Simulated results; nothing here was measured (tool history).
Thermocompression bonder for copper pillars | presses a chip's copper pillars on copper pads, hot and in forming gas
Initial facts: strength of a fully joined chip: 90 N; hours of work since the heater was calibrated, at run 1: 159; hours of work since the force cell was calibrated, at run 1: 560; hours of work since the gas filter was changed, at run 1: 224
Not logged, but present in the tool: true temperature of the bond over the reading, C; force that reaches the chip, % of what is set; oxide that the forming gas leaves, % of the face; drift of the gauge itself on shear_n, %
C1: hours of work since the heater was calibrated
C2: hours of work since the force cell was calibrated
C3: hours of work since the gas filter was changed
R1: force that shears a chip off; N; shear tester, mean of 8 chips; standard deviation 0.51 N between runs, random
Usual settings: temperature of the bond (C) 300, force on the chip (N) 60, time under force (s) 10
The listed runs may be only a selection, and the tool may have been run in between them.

Run 1, hour 0.0: usual settings; C1 159; C2 560; C3 224. Result: R1 39.3 N.
Run 2, hour 51.6: usual settings; C1 189; C2 591; C3 254. Result: R1 39.1 N.
Run 3, hour 121.5: usual settings; C1 230; C2 632; C3 295. Result: R1 38.1 N.
Run 4, hour 186.7: usual settings; C1 269; C2 670; C3 334. Result: R1 38.0 N.
Run 5, hour 254.6: usual settings; C1 309; C2 710; C3 374. Result: R1 37.3 N.
Run 6, hour 284.5: usual settings; C1 326; C2 728; C3 391. Result: R1 37.2 N.
At hour 324.0: forming gas filter changed.
Run 7, hour 344.3: usual settings; C1 361; C2 763; C3 12. Result: R1 41.2 N.
Run 8, hour 385.1: usual settings but force on the chip (N) 55; C1 385; C2 787; C3 36. Result: R1 39.4 N.
Run 9, hour 446.1: usual settings but force on the chip (N) 55; C1 421; C2 823; C3 72. Result: R1 38.2 N.
Run 10, hour 506.4: usual settings but force on the chip (N) 55; C1 457; C2 858; C3 107. Result: R1 38.3 N.
Run 11, hour 564.3: usual settings but force on the chip (N) 55; C1 491; C2 892; C3 141. Result: R1 37.7 N.
Run 12, hour 606.7: usual settings but force on the chip (N) 55; C1 516; C2 917; C3 166. Result: R1 37.0 N.
Run 13, hour 671.1: usual settings but force on the chip (N) 55; C1 553; C2 955; C3 204. Result: R1 36.4 N.
Run 14, hour 702.3: usual settings; C1 572; C2 973; C3 222. Result: R1 39.1 N.
Run 15, hour 754.9: usual settings; C1 603; C2 1004; C3 253. Result: R1 37.6 N.
Run 16, hour 823.3: usual settings; C1 643; C2 1044; C3 294. Result: R1 37.0 N.
Run 17, hour 890.9: usual settings; C1 683; C2 1084; C3 333. Result: R1 37.7 N.
Run 18, hour 935.2: usual settings; C1 709; C2 1110; C3 359. Result: R1 36.4 N.
At hour 942.4: heater calibrated with a thermocouple chip.
Run 19, hour 1006.1: usual settings; C1 38; C2 1151; C3 400. Result: R1 37.9 N.
At hour 1028.1: forming gas filter changed.
Run 20, hour 1052.6: usual settings; C1 65; C2 1178; C3 14. Result: R1 42.4 N.
Run 21, hour 1093.5: usual settings but temperature of the bond (C) 311; C1 89; C2 1202; C3 38. Result: R1 47.2 N.
Run 22, hour 1137.3: usual settings but temperature of the bond (C) 307, time under force (s) 12; C1 114; C2 1228; C3 64. Result: R1 47.7 N.
Run 23, hour 1190.5: usual settings but temperature of the bond (C) 325, force on the chip (N) 38, time under force (s) 11; C1 146; C2 1259; C3 96. Result: R1 44.3 N.
Run 24, hour 1225.2: usual settings but force on the chip (N) 72, time under force (s) 5; C1 166; C2 1279; C3 116. Result: R1 35.9 N.
Run 25, hour 1290.4: usual settings but force on the chip (N) 77, time under force (s) 14; C1 204; C2 1318; C3 154. Result: R1 50.6 N.
Run 26, hour 1349.6: usual settings but temperature of the bond (C) 286, force on the chip (N) 68, time under force (s) 9; C1 239; C2 1352; C3 189. Result: R1 36.7 N.
Run 27, hour 1418.3: usual settings but temperature of the bond (C) 286, force on the chip (N) 68, time under force (s) 9; C1 280; C2 1393; C3 230. Result: R1 35.1 N.
Run 28, hour 1458.1: usual settings but temperature of the bond (C) 286, time under force (s) 16; C1 303; C2 1416; C3 253. Result: R1 39.1 N.
Run 29, hour 1510.3: usual settings but force on the chip (N) 51, time under force (s) 9; C1 334; C2 1447; C3 284. Result: R1 34.3 N.
Run 30, hour 1574.9: usual settings but force on the chip (N) 51, time under force (s) 9; C1 372; C2 1485; C3 322. Result: R1 35.2 N.
Run 31, hour 1636.6: usual settings but force on the chip (N) 43, time under force (s) 9; C1 408; C2 1521; C3 358. Result: R1 28.6 N.
Run 32, hour 1667.7: usual settings but temperature of the bond (C) 293, force on the chip (N) 46, time under force (s) 25; C1 426; C2 1539; C3 376. Result: R1 42.1 N.
Run 33, hour 1698.9: usual settings but temperature of the bond (C) 271, force on the chip (N) 65, time under force (s) 20; C1 445; C2 1558; C3 395. Result: R1 36.3 N.
At hour 1733.3: forming gas filter changed.
Run 34, hour 1753.5: usual settings but temperature of the bond (C) 271, force on the chip (N) 65, time under force (s) 20; C1 476; C2 1590; C3 12. Result: R1 39.2 N.
Run 35, hour 1822.5: usual settings but temperature of the bond (C) 271, force on the chip (N) 65, time under force (s) 20; C1 517; C2 1630; C3 53. Result: R1 38.4 N.
Run 36, hour 1864.6: usual settings but temperature of the bond (C) 271, force on the chip (N) 65, time under force (s) 20; C1 542; C2 1655; C3 77. Result: R1 39.5 N.
Run 37, hour 1920.6: usual settings but temperature of the bond (C) 271, force on the chip (N) 65, time under force (s) 20; C1 575; C2 1688; C3 110. Result: R1 37.8 N.
Run 38, hour 1970.4: usual settings but force on the chip (N) 90, time under force (s) 9; C1 604; C2 1717; C3 139. Result: R1 48.6 N.
Run 39, hour 2030.3: usual settings but temperature of the bond (C) 328, force on the chip (N) 55, time under force (s) 9; C1 639; C2 1752; C3 175. Result: R1 48.4 N.
Run 40, hour 2101.5: usual settings but temperature of the bond (C) 328, force on the chip (N) 55, time under force (s) 9; C1 681; C2 1794; C3 217. Result: R1 47.6 N.

Some steps in R1 between neighbouring runs. How much of each would the tool show without its hidden state too (settings, what came in, random variation), and how much is left for the hidden state, with any gauge scatter that isn't in both results?
Run 6 -> 7: forming gas filter changed. R1 +4.0 N: hidden state +4.2, all else -0.2.
Run 19 -> 20: forming gas filter changed. R1 +4.5 N: hidden state +4.2, all else +0.3.
Run 24 -> 25: force on the chip (N) 72 -> 77, time under force (s) 5 -> 14. R1 +14.7 N: hidden state -1.1, all else +15.8.
Run 25 -> 26: temperature of the bond (C) 300 -> 286, force on the chip (N) 77 -> 68, time under force (s) 14 -> 9. R1 -13.9 N: hidden state +0.2, all else -14.1.
Run 31 -> 32: temperature of the bond (C) 300 -> 293, force on the chip (N) 43 -> 46, time under force (s) 9 -> 25. R1 +13.5 N: hidden state -1.5, all else +15.0.
Run 33 -> 34: forming gas filter changed. R1 +2.9 N: hidden state +3.6, all else -0.7.
